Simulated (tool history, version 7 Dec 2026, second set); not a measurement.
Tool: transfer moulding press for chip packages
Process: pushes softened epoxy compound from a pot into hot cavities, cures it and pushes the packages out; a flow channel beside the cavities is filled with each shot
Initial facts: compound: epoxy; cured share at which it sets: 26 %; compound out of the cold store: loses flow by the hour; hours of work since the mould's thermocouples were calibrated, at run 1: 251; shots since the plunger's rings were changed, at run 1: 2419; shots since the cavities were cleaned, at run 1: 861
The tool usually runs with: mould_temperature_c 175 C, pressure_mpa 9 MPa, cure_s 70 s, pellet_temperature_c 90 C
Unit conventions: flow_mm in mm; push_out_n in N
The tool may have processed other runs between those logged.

| run | hour | mould_temperature_c | pressure_mpa | cure_s | pellet_temperature_c | hours of work since the mould's thermocouples were calibrated | shots since the plunger's rings were changed | shots since the cavities were cleaned | incoming compound's hours out of the cold store | flow_mm | push_out_n |
|---|---|---|---|---|---|---|---|---|---|---|---|
| 1 | 0 | 175 | 9 | 70 | 90 | 251 | 2419 | 861 | 47.6 | 700 | 348 |
|  | 16.5 | cavities cleaned with cleaning compound and waxed |
| 2 | 22.7 | 175 | 8.09 | 70 | 90 | 262 | 2687 | 79 | 13.8 | 745 | 380 |
| 3 | 51.3 | 175 | 8.09 | 70 | 90 | 276 | 3047 | 439 | 23.6 | 723 | 374 |
| 4 | 76.6 | 175 | 8.09 | 70 | 90 | 289 | 3368 | 760 | 15.1 | 747 | 369 |
|  | 103.4 | cavities cleaned with cleaning compound and waxed |
| 5 | 107.3 | 170 | 8.09 | 70 | 90 | 304 | 3735 | 49 | 40.7 | 684 | 500 |
| 6 | 142.3 | 175 | 9 | 70 | 90 | 321 | 4178 | 492 | 16.2 | 776 | 367 |
| 7 | 174.9 | 175 | 9 | 70 | 90 | 338 | 4589 | 903 | 20.5 | 767 | 385 |
|  | 189.5 | cavities cleaned with cleaning compound and waxed |
| 8 | 223.1 | 175 | 9 | 70 | 90 | 361 | 5179 | 425 | 21.7 | 768 | 373 |
| 9 | 262.9 | 175 | 9 | 70 | 90 | 381 | 5682 | 928 | 24.4 | 759 | 377 |
|  | 273.5 | plunger's sealing rings changed |
|  | 277.7 | cavities cleaned with cleaning compound and waxed |
|  | 288.6 | mould's thermocouples calibrated |
| 10 | 289.7 | 175 | 9 | 70 | 90 | 1 | 161 | 126 | 32.7 | 740 | 360 |
| 11 | 318.4 | 175 | 10.62 | 70 | 90 | 15 | 524 | 489 | 22.3 | 832 | 368 |
|  | 365.7 | cavities cleaned with cleaning compound and waxed |
| 12 | 365.7 | 175 | 10.62 | 70 | 90 | 38 | 1102 | 0 | 22.5 | 829 | 366 |
| 13 | 412.8 | 175 | 10.62 | 70 | 90 | 62 | 1697 | 595 | 30.1 | 807 | 366 |
|  | 450.2 | cavities cleaned with cleaning compound and waxed |
| 14 | 461.2 | 175 | 10.62 | 70 | 90 | 85 | 2289 | 139 | 9.7 | 865 | 380 |
| 15 | 484.4 | 175 | 7.43 | 70 | 90 | 97 | 2582 | 432 | 39.3 | 660 | 370 |
| 16 | 507.1 | 175 | 7.43 | 70 | 90 | 108 | 2869 | 719 | 10 | 725 | 373 |
|  | 535.2 | cavities cleaned with cleaning compound and waxed |
| 17 | 555 | 175 | 7.43 | 70 | 99 | 132 | 3454 | 249 | 37.7 | 660 | 354 |
| 18 | 594.9 | 180 | 9.37 | 70 | 87 | 152 | 3958 | 753 | 15.9 | 787 | 273 |
| 19 | 616 | 181 | 6.82 | 95 | 97 | 162 | 4225 | 1020 | 21 | 658 | 235 |
|  | 620.2 | cavities cleaned with cleaning compound and waxed |
| 20 | 659 | 175 | 9 | 70 | 93 | 183 | 4749 | 489 | 11.5 | 793 | 383 |
| 21 | 698.7 | 175 | 8.48 | 70 | 90 | 203 | 5251 | 991 | 40.4 | 702 | 368 |
|  | 704.7 | cavities cleaned with cleaning compound and waxed |
| 22 | 725.6 | 175 | 9 | 73 | 90 | 216 | 5571 | 264 | 43.2 | 706 | 328 |
|  | 740.6 | plunger's sealing rings changed |
| 23 | 766.2 | 175 | 9 | 73 | 90 | 235 | 323 | 745 | 38.3 | 718 | 335 |
|  | 791.9 | cavities cleaned with cleaning compound and waxed |
| 24 | 814.4 | 178 | 10.2 | 78 | 90 | 259 | 913 | 284 | 28 | 793 | 263 |
| 25 | 849.7 | 170 | 7.45 | 52 | 82 | 276 | 1359 | 730 | 25.7 | 696 | 1045 |
|  | 877 | cavities cleaned with cleaning compound and waxed |
| 26 | 877 | 175 | 9 | 70 | 90 | 289 | 1685 | 0 | 38.3 | 726 | 370 |
| 27 | 909.8 | 175 | 9 | 70 | 90 | 306 | 2099 | 414 | 26.2 | 753 | 385 |
| 28 | 957 | 175 | 9 | 82 | 96 | 330 | 2694 | 1009 | 31.6 | 742 | 283 |
|  | 961.8 | cavities cleaned with cleaning compound and waxed |
| 29 | 998.3 | 175 | 9 | 82 | 96 | 350 | 3197 | 460 | 39.9 | 719 | 277 |

Alternative continuations, all from the tool just after run 29; predict every row:
| A | 1019.9 | 175 | 7.27 | 63 | 96 | 360 | 3471 | 734 | 27.3 | ? | ? |
| B | 1019.9 | 175 | 9 | 91 | 96 | 360 | 3471 | 734 | 14.4 | ? | ? |
| C | 1019.9 | 175 | 7.81 | 88 | 96 | 360 | 3471 | 734 | 13.5 | ? | ? |

| run | flow_mm | push_out_n |
|---|---|---|
| A | 673 | 468 |
| B | 782 | 257 |
| C | 737 | 254 |
Without the tool's hidden state the same runs would have given:
| run | flow_mm | push_out_n |
|---|---|---|
| A | 674 | 463 |
| B | 783 | 254 |
| C | 737 | 251 |

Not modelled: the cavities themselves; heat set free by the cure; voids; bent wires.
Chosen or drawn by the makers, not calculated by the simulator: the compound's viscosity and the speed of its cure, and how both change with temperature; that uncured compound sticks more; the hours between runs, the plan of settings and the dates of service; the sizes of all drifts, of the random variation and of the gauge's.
